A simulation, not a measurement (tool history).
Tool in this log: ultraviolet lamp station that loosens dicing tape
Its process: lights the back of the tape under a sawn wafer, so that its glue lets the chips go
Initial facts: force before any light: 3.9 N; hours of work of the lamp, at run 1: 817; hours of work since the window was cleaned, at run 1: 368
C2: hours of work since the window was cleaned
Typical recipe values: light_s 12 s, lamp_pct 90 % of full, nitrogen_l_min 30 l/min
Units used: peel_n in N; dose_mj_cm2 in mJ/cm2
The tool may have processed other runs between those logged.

run 1 hour=0.0 | light_s=12 lamp_pct=90 nitrogen_l_min=30 | hours_of_work_of_the_lamp=817 C2=368 | peel_n=0.753 dose_mj_cm2=213
-- hour=9.7 lamp changed
run 2 hour=34.4 | light_s=12 lamp_pct=90 nitrogen_l_min=30 | hours_of_work_of_the_lamp=18 C2=392 | peel_n=0.358 dose_mj_cm2=394
run 3 hour=52.3 | light_s=12 lamp_pct=65 nitrogen_l_min=30 | hours_of_work_of_the_lamp=31 C2=405 | peel_n=0.517 dose_mj_cm2=276
-- hour=54.6 window cleaned of glue's vapour
run 4 hour=76.9 | light_s=12 lamp_pct=90 nitrogen_l_min=30 | hours_of_work_of_the_lamp=48 C2=16 | peel_n=0.317 dose_mj_cm2=429
run 5 hour=95.7 | light_s=12 lamp_pct=90 nitrogen_l_min=30 | hours_of_work_of_the_lamp=61 C2=29 | peel_n=0.335 dose_mj_cm2=420
run 6 hour=127.7 | light_s=12 lamp_pct=90 nitrogen_l_min=30 | hours_of_work_of_the_lamp=84 C2=52 | peel_n=0.337 dose_mj_cm2=412
run 7 hour=149.0 | light_s=12 lamp_pct=90 nitrogen_l_min=30 | hours_of_work_of_the_lamp=99 C2=68 | peel_n=0.328 dose_mj_cm2=410
run 8 hour=174.2 | light_s=12 lamp_pct=90 nitrogen_l_min=30 | hours_of_work_of_the_lamp=117 C2=86 | peel_n=0.310 dose_mj_cm2=409
run 9 hour=199.3 | light_s=12 lamp_pct=90 nitrogen_l_min=30 | hours_of_work_of_the_lamp=135 C2=104 | peel_n=0.327 dose_mj_cm2=394
run 10 hour=228.4 | light_s=6 lamp_pct=78 nitrogen_l_min=9 | hours_of_work_of_the_lamp=156 C2=124 | peel_n=1.561 dose_mj_cm2=166
run 11 hour=254.3 | light_s=7 lamp_pct=99 nitrogen_l_min=59 | hours_of_work_of_the_lamp=175 C2=143 | peel_n=0.464 dose_mj_cm2=249
run 12 hour=286.5 | light_s=7 lamp_pct=84 nitrogen_l_min=59 | hours_of_work_of_the_lamp=198 C2=166 | peel_n=0.579 dose_mj_cm2=206
run 13 hour=312.0 | light_s=7 lamp_pct=84 nitrogen_l_min=59 | hours_of_work_of_the_lamp=216 C2=184 | peel_n=0.625 dose_mj_cm2=198
run 14 hour=341.4 | light_s=7 lamp_pct=86 nitrogen_l_min=18 | hours_of_work_of_the_lamp=237 C2=205 | peel_n=1.019 dose_mj_cm2=202
run 15 hour=367.2 | light_s=18 lamp_pct=86 nitrogen_l_min=18 | hours_of_work_of_the_lamp=256 C2=224 | peel_n=0.316 dose_mj_cm2=515
run 16 hour=382.0 | light_s=12 lamp_pct=93 nitrogen_l_min=30 | hours_of_work_of_the_lamp=266 C2=234 | peel_n=0.365 dose_mj_cm2=365

Pick out some run-to-run changes in peel_n. Of each, how much would a tool without hidden state show as well, from the settings, what came in and chance, and how much is left for the hidden state and any gauge scatter not in both results compared?
Hidden conditions of the tool in this case: lamp's light, % of a new lamp's; light that the window lets through, % of a clean one's; drift of the gauge itself on peel_n, %; drift of the gauge itself on dose_mj_cm2, %.
Run 1 -> 2: lamp changed. peel_n -0.395 N: hidden state -0.407, all else +0.012.
Run 9 -> 10: light_s 12 -> 6, lamp_pct 90 -> 78, nitrogen_l_min 30 -> 9. peel_n +1.234 N: hidden state +0.145, all else +1.089.
